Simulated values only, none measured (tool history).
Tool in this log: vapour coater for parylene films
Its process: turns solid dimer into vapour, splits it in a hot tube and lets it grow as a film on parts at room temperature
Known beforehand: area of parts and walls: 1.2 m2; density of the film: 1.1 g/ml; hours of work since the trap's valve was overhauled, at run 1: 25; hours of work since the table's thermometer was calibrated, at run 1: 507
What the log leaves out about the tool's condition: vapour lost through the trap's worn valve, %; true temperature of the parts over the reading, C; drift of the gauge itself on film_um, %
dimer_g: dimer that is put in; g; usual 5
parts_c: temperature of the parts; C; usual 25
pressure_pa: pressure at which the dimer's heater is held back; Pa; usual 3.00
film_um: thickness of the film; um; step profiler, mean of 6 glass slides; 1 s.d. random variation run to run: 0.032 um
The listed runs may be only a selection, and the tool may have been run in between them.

run   hour  dimer_g  parts_c  pressure_pa  hours of work since the trap's valve was overhauled  hours of work since the table's thermometer was calibrated  film_um
  1    0.0        5       25         3.00                                                   25                                                         507     2.92
  2   32.2        5       25         3.00                                                   51                                                         532     2.92
  3   56.1        5       25         7.67                                                   70                                                         552     2.46
  4   76.3        5       25         7.67                                                   87                                                         568     2.44
  5  101.3        5       27         3.00                                                  107                                                         588     2.61
  6  123.9        5       27         3.00                                                  125                                                         606     2.58
     131.1  -- trap's valve overhauled
  7  161.9        5       27         3.00                                                   25                                                         634     2.45
  8  182.4        5       25         3.00                                                   41                                                         650     2.70
  9  199.3        2       32        10.67                                                   55                                                         664     0.61
 10  214.0        6       32         5.50                                                   67                                                         676     2.17
 11  243.4        6       32         5.50                                                   90                                                         699     2.10
     264.7  -- trap's valve overhauled, once more
 12  271.7        3       25         4.73                                                    6                                                         719     1.62
 13  287.6        8       22         4.16                                                   18                                                         731     5.12
 14  307.3        5       30         3.60                                                   34                                                         747     2.26
 15  329.6        5       30         3.60                                                   52                                                         765     2.34
 16  352.3        5       30         3.60                                                   70                                                         784     2.28

Here are 3 independent what-if runs from the current tool condition. What would each one return?
  A  367.3        5       24         3.76                                                   83                                                         796        ?
  B  367.3        5       23         8.98                                                   83                                                         796        ?
  C  367.3        8       23         2.49                                                   83                                                         796        ?

run  film_um
  A     2.94
  B     2.53
  C     5.24
Without the tool's unlogged condition, the same runs would have read:
run  film_um
  A     3.13
  B     2.69
  C     5.58

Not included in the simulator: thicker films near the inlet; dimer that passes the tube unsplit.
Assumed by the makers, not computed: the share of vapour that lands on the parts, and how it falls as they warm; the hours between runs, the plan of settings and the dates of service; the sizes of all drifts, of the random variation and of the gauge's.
